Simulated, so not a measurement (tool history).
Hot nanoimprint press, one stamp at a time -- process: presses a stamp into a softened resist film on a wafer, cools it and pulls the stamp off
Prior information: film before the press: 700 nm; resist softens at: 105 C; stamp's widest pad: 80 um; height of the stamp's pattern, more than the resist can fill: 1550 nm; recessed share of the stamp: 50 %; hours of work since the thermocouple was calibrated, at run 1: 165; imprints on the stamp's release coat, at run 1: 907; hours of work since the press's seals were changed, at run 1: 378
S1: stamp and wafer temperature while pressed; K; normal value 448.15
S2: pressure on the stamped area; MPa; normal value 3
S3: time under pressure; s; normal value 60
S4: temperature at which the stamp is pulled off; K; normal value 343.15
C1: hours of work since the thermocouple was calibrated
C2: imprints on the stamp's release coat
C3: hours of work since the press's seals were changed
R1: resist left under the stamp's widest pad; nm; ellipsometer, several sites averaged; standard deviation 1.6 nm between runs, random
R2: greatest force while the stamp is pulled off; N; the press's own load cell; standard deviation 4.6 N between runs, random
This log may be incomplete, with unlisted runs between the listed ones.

| run | hour | S1 | S2 | S3 | S4 | C1 | C2 | C3 | R1 | R2 |
|---|---|---|---|---|---|---|---|---|---|---|
| 1 | 0 | 448.15 | 3 | 60 | 343.15 | 165 | 907 | 378 | 332.5 | 221 |
|  | 13 | stamp cleaned and given a new release coat |
| 2 | 47.1 | 448.15 | 3 | 60 | 343.15 | 191 | 70 | 404 | 332.1 | 232 |
| 3 | 98.9 | 448.15 | 3 | 60 | 343.15 | 224 | 176 | 437 | 331.4 | 227 |
| 4 | 127.7 | 448.15 | 3 | 60 | 343.15 | 242 | 235 | 455 | 332 | 230 |
| 5 | 179.6 | 448.15 | 3 | 60 | 343.15 | 275 | 341 | 488 | 329.4 | 228 |
| 6 | 203.9 | 448.15 | 3 | 60 | 343.15 | 290 | 391 | 503 | 331.1 | 224 |
| 7 | 255.2 | 448.15 | 3 | 60 | 343.15 | 323 | 496 | 536 | 324.7 | 220 |
|  | 272.1 | press's hydraulic seals changed and the load cell set to zero |
|  | 297.9 | plate thermocouple calibrated |
| 8 | 319.3 | 448.15 | 3 | 60 | 343.15 | 14 | 604 | 28 | 326.8 | 228 |
| 9 | 367 | 448.15 | 3 | 60 | 343.15 | 44 | 702 | 58 | 324.8 | 230 |
| 10 | 413 | 448.15 | 3.47 | 60 | 343.15 | 73 | 796 | 87 | 303.4 | 226 |
| 11 | 455.2 | 448.15 | 3 | 85 | 329.15 | 100 | 882 | 114 | 291.1 | 315 |
|  | 482.9 | stamp cleaned and given a new release coat |
| 12 | 509.6 | 448.15 | 3 | 85 | 329.15 | 130 | 54 | 145 | 290.1 | 319 |
| 13 | 538.6 | 448.15 | 3 | 85 | 329.15 | 149 | 114 | 163 | 289.1 | 303 |
| 14 | 565.8 | 448.15 | 3 | 85 | 329.15 | 166 | 169 | 180 | 289.1 | 322 |
| 15 | 608.1 | 448.15 | 3 | 85 | 329.15 | 193 | 256 | 207 | 290.3 | 308 |
| 16 | 649.5 | 437.15 | 4.6 | 103 | 339.15 | 219 | 340 | 233 | 293.2 | 243 |
| 17 | 677.4 | 437.15 | 4.6 | 103 | 339.15 | 237 | 398 | 251 | 289.2 | 257 |
| 18 | 699.2 | 443.15 | 3.19 | 45 | 336.15 | 250 | 442 | 265 | 385.3 | 267 |
|  | 738.2 | gauge calibrated |
| 19 | 747.1 | 456.15 | 3.19 | 37 | 336.15 | 281 | 540 | 295 | 315.3 | 272 |
| 20 | 795.5 | 448.15 | 1.94 | 60 | 329.15 | 311 | 639 | 326 | 410.7 | 316 |

Table of differences, measured result less the result of that run with no hidden state. Run-to-run variation is the same in both. Gauge scatter possibly is not:
The hidden state here: true temperature over the reading, C; pressure that arrives at the usual setting, %; grip of the stamp's worn release coat, % over a new coat's; drift of the gauge itself on residual_nm, %; drift of the gauge itself on pull_off_n, %.
| run | R1 |
|---|---|
| 1 | +0.3 |
| 2 | -0.2 |
| 3 | -0.8 |
| 4 | -1.1 |
| 5 | -1.8 |
| 6 | -2 |
| 7 | -2.7 |
| 8 | -4 |
| 9 | -4.5 |
| 10 | -4.7 |
| 11 | -4.9 |
| 12 | -5.4 |
| 13 | -5.8 |
| 14 | -6.1 |
| 15 | -6.6 |
| 16 | -6.9 |
| 17 | -7.2 |
| 18 | -10.1 |
| 19 | +0.4 |
| 20 | -0.3 |
R2: differs from the measured result by no more than 3 N in any run.
